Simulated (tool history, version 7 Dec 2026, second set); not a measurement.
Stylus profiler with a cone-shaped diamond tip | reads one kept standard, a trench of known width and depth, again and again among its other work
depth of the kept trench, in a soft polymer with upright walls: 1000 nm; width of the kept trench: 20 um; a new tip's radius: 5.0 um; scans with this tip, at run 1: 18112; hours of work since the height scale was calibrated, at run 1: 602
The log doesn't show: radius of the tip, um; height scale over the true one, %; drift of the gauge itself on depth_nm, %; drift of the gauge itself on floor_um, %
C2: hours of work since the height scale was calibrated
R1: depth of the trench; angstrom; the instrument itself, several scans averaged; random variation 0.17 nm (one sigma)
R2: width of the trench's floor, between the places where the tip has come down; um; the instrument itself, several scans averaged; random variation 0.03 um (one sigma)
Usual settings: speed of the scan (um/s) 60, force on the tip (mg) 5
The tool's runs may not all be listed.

run 1 hour=0 | speed_of_the_scan_(um/s)=60 force_on_the_tip_(mg)=5 | scans_with_this_tip=18112 C2=602 | R1=10149.1 R2=12.78
run 2 hour=122 | speed_of_the_scan_(um/s)=60 force_on_the_tip_(mg)=5 | scans_with_this_tip=18611 C2=682 | R1=10144.6 R2=12.77
run 3 hour=192.7 | speed_of_the_scan_(um/s)=60 force_on_the_tip_(mg)=5 | scans_with_this_tip=18900 C2=727 | R1=10146.3 R2=12.76
run 4 hour=248.6 | speed_of_the_scan_(um/s)=60 force_on_the_tip_(mg)=9.83 | scans_with_this_tip=19128 C2=764 | R1=10226.2 R2=12.89
run 5 hour=361.6 | speed_of_the_scan_(um/s)=60 force_on_the_tip_(mg)=9.83 | scans_with_this_tip=19590 C2=837 | R1=10226.8 R2=12.78
run 6 hour=473.7 | speed_of_the_scan_(um/s)=60 force_on_the_tip_(mg)=9.83 | scans_with_this_tip=20048 C2=910 | R1=10227.3 R2=12.77
run 7 hour=543.4 | speed_of_the_scan_(um/s)=29 force_on_the_tip_(mg)=5 | scans_with_this_tip=20333 C2=955 | R1=10149.9 R2=12.79
run 8 hour=639.8 | speed_of_the_scan_(um/s)=29 force_on_the_tip_(mg)=5 | scans_with_this_tip=20728 C2=1017 | R1=10152.7 R2=12.79
run 9 hour=741.5 | speed_of_the_scan_(um/s)=29 force_on_the_tip_(mg)=5 | scans_with_this_tip=21143 C2=1083 | R1=10149.9 R2=12.83
-- hour=772.8 height scale calibrated on a step standard
run 10 hour=814.7 | speed_of_the_scan_(um/s)=29 force_on_the_tip_(mg)=5 | scans_with_this_tip=21440 C2=27 | R1=10159.7 R2=12.76
run 11 hour=934.3 | speed_of_the_scan_(um/s)=60 force_on_the_tip_(mg)=5 | scans_with_this_tip=21929 C2=105 | R1=10160.6 R2=12.66
run 12 hour=1009 | speed_of_the_scan_(um/s)=60 force_on_the_tip_(mg)=5 | scans_with_this_tip=22235 C2=153 | R1=10160.6 R2=12.66
run 13 hour=1111.7 | speed_of_the_scan_(um/s)=60 force_on_the_tip_(mg)=5 | scans_with_this_tip=22654 C2=220 | R1=10162.9 R2=12.62
run 14 hour=1172.6 | speed_of_the_scan_(um/s)=60 force_on_the_tip_(mg)=5 | scans_with_this_tip=22903 C2=259 | R1=10164.2 R2=12.57
run 15 hour=1237.4 | speed_of_the_scan_(um/s)=29 force_on_the_tip_(mg)=14.19 | scans_with_this_tip=23168 C2=301 | R1=10300.7 R2=12.72
-- hour=1245.3 height scale calibrated on a step standard, once more
run 16 hour=1306.8 | speed_of_the_scan_(um/s)=29 force_on_the_tip_(mg)=14.19 | scans_with_this_tip=23450 C2=40 | R1=10278.1 R2=12.75
run 17 hour=1377.5 | speed_of_the_scan_(um/s)=70 force_on_the_tip_(mg)=2.46 | scans_with_this_tip=23739 C2=86 | R1=10086.5 R2=12.34
run 18 hour=1475.4 | speed_of_the_scan_(um/s)=27 force_on_the_tip_(mg)=2.97 | scans_with_this_tip=24139 C2=149 | R1=10097.5 R2=12.63
run 19 hour=1597.5 | speed_of_the_scan_(um/s)=25 force_on_the_tip_(mg)=6.93 | scans_with_this_tip=24638 C2=228 | R1=10178 R2=12.64
run 20 hour=1677.7 | speed_of_the_scan_(um/s)=25 force_on_the_tip_(mg)=6.93 | scans_with_this_tip=24966 C2=280 | R1=10174.9 R2=12.6
run 21 hour=1735.1 | speed_of_the_scan_(um/s)=25 force_on_the_tip_(mg)=6.93 | scans_with_this_tip=25201 C2=318 | R1=10174.7 R2=12.59
run 22 hour=1847.5 | speed_of_the_scan_(um/s)=116 force_on_the_tip_(mg)=5 | scans_with_this_tip=25660 C2=391 | R1=10145.9 R2=12.14
run 23 hour=1969.8 | speed_of_the_scan_(um/s)=26 force_on_the_tip_(mg)=4.04 | scans_with_this_tip=26161 C2=470 | R1=10125.7 R2=12.51
run 24 hour=2030.4 | speed_of_the_scan_(um/s)=34 force_on_the_tip_(mg)=8.92 | scans_with_this_tip=26408 C2=509 | R1=10209.5 R2=12.56
run 25 hour=2091.8 | speed_of_the_scan_(um/s)=82 force_on_the_tip_(mg)=8.94 | scans_with_this_tip=26659 C2=549 | R1=10207.7 R2=12.38
run 26 hour=2190.4 | speed_of_the_scan_(um/s)=118 force_on_the_tip_(mg)=2.34 | scans_with_this_tip=27062 C2=613 | R1=10092.1 R2=11.88
run 27 hour=2279.6 | speed_of_the_scan_(um/s)=118 force_on_the_tip_(mg)=2.34 | scans_with_this_tip=27427 C2=671 | R1=10089.7 R2=11.85

Forecast each of these 5 alternatives for the next run:
run A hour=2365.2 | speed_of_the_scan_(um/s)=69 force_on_the_tip_(mg)=3.05 | scans_with_this_tip=27777 C2=726 | R1=? R2=?
run B hour=2365.2 | speed_of_the_scan_(um/s)=67 force_on_the_tip_(mg)=5.54 | scans_with_this_tip=27777 C2=726 | R1=? R2=?
run C hour=2365.2 | speed_of_the_scan_(um/s)=54 force_on_the_tip_(mg)=1.9 | scans_with_this_tip=27777 C2=726 | R1=? R2=?
run D hour=2365.2 | speed_of_the_scan_(um/s)=118 force_on_the_tip_(mg)=4.39 | scans_with_this_tip=27777 C2=726 | R1=? R2=?
run E hour=2365.2 | speed_of_the_scan_(um/s)=73 force_on_the_tip_(mg)=1.96 | scans_with_this_tip=27777 C2=726 | R1=? R2=?

run=A R1=10108.8 R2=12.19
run=B R1=10157.9 R2=12.24
run=C R1=10081.2 R2=12.21
run=D R1=10133.6 R2=11.99
run=E R1=10083.9 R2=12.1
Without the tool's hidden state the same runs would have given:
run=A R1=10100.1 R2=13.62
run=B R1=10149.1 R2=13.66
run=C R1=10072.5 R2=13.63
run=D R1=10124.9 R2=13.41
run=E R1=10075.2 R2=13.53
